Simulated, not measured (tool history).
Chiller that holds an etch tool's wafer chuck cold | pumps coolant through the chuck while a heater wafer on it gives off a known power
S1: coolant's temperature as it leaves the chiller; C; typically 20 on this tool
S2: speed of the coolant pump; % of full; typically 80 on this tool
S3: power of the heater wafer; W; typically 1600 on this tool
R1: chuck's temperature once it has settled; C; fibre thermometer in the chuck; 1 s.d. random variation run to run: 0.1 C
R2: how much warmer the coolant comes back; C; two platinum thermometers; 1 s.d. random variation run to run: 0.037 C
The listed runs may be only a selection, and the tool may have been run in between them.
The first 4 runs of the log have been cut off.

run	hour	S1	S2	S3	R1	R2
5	269	20	80	1578	32.9	7.16
6	327.8	20	91	1600	31.7	6.45
7	418.6	20	91	1600	31.6	6.41
8	469.7	20	91	1600	31.8	6.41
9	560.4	20	91	1600	31.8	6.42
10	636.9	20	91	1600	31.8	6.35
11	701	20	67	1600	34.8	8.68
12	771.9	20	80	1600	32.7	7.29
13	862.2	20	80	1600	33.1	7.28
14	926.1	20	78	1600	33.3	7.37
15	1008.5	20	80	1862	35.1	8.41
16	1083	20	80	1862	34.9	8.38

Expected results for the next run?
17	1173.1	20	69	1600	?	?

Run 17 yielded R1 34.6 C, R2 8.33 C.
If the tool had no hidden condition, the same run with the same run-to-run variation would have returned R1 34.6 C, R2 8.5 C.

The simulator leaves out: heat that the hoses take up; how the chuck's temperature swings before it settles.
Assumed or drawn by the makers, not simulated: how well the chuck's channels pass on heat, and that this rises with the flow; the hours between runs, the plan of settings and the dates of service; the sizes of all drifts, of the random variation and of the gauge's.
